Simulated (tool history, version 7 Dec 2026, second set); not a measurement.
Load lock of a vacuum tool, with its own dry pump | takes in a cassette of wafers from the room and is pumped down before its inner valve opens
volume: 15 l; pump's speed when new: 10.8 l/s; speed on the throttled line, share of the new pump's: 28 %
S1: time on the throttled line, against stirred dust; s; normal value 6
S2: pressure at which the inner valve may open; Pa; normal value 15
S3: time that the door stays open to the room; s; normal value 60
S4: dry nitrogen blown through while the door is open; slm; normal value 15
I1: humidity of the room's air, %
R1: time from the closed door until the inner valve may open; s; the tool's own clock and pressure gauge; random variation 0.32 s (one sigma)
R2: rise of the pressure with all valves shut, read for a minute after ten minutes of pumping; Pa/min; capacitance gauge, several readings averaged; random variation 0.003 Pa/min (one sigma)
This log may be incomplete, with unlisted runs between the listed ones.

| run | day | S1 | S2 | S3 | S4 | I1 | R1 | R2 |
|---|---|---|---|---|---|---|---|---|
| 1 | 0 | 6 | 15 | 60 | 15 | 45.6 | 18 | 0.102 |
| 2 | 7.208 | 6 | 15 | 60 | 15 | 44.5 | 17.7 | 0.1 |
| 3 | 17.354 | 6 | 15 | 60 | 15 | 47.6 | 18.5 | 0.111 |
| 4 | 25.133 | 6 | 15 | 60 | 15 | 42.1 | 18.4 | 0.109 |
| 5 | 34.146 | 6 | 15 | 60 | 15 | 46.3 | 18.7 | 0.123 |
| 6 | 44.704 | 6 | 15 | 60 | 15 | 47.2 | 18.3 | 0.131 |
| 7 | 52.871 | 6 | 15 | 60 | 15 | 42.4 | 18.6 | 0.121 |
| 8 | 63.075 | 6 | 15 | 60 | 29 | 46.9 | 18.7 | 0.126 |
| 9 | 75.388 | 5 | 15 | 60 | 15 | 49.7 | 18.2 | 0.149 |
| 10 | 91.933 | 5 | 15 | 60 | 15 | 46.3 | 18.6 | 0.159 |
| 11 | 106.483 | 5 | 15 | 60 | 15 | 45.8 | 18.1 | 0.169 |
| 12 | 116.612 | 6 | 15 | 28 | 15 | 45.4 | 19.4 | 0.158 |
| 13 | 133.233 | 6 | 15 | 28 | 15 | 48.4 | 19.7 | 0.17 |
| 14 | 145.588 | 6 | 12 | 60 | 15 | 44.2 | 20.3 | 0.192 |
| 15 | 159.9 | 6 | 12 | 217 | 15 | 45.5 | 20.7 | 0.279 |
| 16 | 172.633 | 6 | 12 | 217 | 15 | 46.9 | 20.6 | 0.283 |
| 17 | 181.071 | 6 | 12 | 217 | 15 | 44.2 | 20.3 | 0.295 |
| 18 | 197.754 | 6 | 12 | 217 | 15 | 47.1 | 20.4 | 0.312 |
| 19 | 211.1 | 6 | 12 | 217 | 15 | 47.4 | 21.5 | 0.321 |
| 20 | 227.196 | 6 | 15 | 60 | 22 | 44.7 | 16.5 | 0.263 |
| 21 | 242.896 | 6 | 15 | 60 | 22 | 47.1 | 16.9 | 0.278 |
| 22 | 257.392 | 10 | 15 | 60 | 14 | 42.5 | 20 | 0.299 |
| 23 | 274.038 | 6 | 16 | 59 | 8 | 44.3 | 16.7 | 0.317 |
| 24 | 282.375 | 6 | 20 | 108 | 15 | 43.3 | 16.1 | 0.348 |
| 25 | 295.475 | 6 | 20 | 108 | 15 | 44.8 | 16.6 | 0.359 |
| 26 | 304.917 | 6 | 27 | 60 | 15 | 44.8 | 16.6 | 0.33 |
| 27 | 321.767 | 6 | 12 | 73 | 14 | 44.8 | 17.4 | 0.374 |
| 28 | 337.796 | 6 | 12 | 73 | 19 | 44.1 | 17.3 | 0.391 |
| 29 | 344.654 | 6 | 12 | 73 | 19 | 42.5 | 17.6 | 0.39 |
| 30 | 359.329 | 6 | 15 | 60 | 15 | 46.3 | 17.6 | 0.406 |
| 31 | 375.125 | 3 | 14 | 48 | 4 | 46.3 | 15.9 | 0.444 |
| 32 | 386.283 | 6 | 15 | 34 | 15 | 43.9 | 17.5 | 0.423 |
| 33 | 395.412 | 6 | 15 | 220 | 15 | 43.9 | 18.2 | 0.52 |
| 34 | 406.154 | 5 | 15 | 60 | 43 | 46.4 | 17.7 | 0.032 |
| 35 | 419.162 | 5 | 15 | 60 | 43 | 46 | 17.5 | 0.032 |
| 36 | 430.35 | 6 | 10 | 60 | 25 | 44.3 | 19.6 | 0.047 |
| 37 | 446.283 | 6 | 15 | 63 | 17 | 47.7 | 19.1 | 0.064 |

Missing from the log above: 2 entries noted between runs. For each, name the pair of listed runs it sits between and say how the tool's hidden condition differs from the listed run just before to the listed run just after:
From run 19 to run 20: dry pump taken out, an overhauled one fitted (day 215.429)
  pump's speed, % of a new pump's: 72.5 -> 101; leak at the door's seal, Pa l/s: 0.053 -> 0.0566
  measured result minus the result with no hidden state, R1: +4.2 -> -0.1 s; R2: +0.202 -> +0.218 Pa/min
From run 33 to run 34: door's seal changed, seat wiped (day 401.212)
  pump's speed, % of a new pump's: 88.6 -> 87.9; leak at the door's seal, Pa l/s: 0.1026 -> 0.0015
  measured result minus the result with no hidden state, R1: +1.4 -> +1.5 s; R2: +0.406 -> -0.002 Pa/min
